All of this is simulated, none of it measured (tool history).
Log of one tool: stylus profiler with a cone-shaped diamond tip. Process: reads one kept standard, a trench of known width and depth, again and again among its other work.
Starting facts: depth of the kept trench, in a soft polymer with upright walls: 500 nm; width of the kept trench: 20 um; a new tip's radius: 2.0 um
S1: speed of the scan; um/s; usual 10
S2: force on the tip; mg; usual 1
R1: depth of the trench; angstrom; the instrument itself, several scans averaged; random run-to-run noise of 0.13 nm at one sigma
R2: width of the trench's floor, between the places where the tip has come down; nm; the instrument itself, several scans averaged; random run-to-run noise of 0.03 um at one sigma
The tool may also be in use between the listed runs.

run	day	S1	S2	R1	R2
1	0	10	1	4994.1	16650
# day 0.642: height scale calibrated on a step standard
2	2.254	10	1	5024.9	16650
3	3.812	10	0.35	5013.1	16600
4	5.471	10	0.35	5013.1	16540
5	8.425	10	0.35	5011.6	16560
6	11.121	27	0.35	5010.1	16320
7	13.017	27	0.35	5010.7	16340

What does the tool deliver on the next run?
8	15.933	27	0.35	?	?

Run 8 yielded R1 5008.9 angstrom, R2 16360 nm.
If the tool had no hidden condition, the same run with the same run-to-run variation would have returned R1 5013.8 angstrom, R2 17130 nm.

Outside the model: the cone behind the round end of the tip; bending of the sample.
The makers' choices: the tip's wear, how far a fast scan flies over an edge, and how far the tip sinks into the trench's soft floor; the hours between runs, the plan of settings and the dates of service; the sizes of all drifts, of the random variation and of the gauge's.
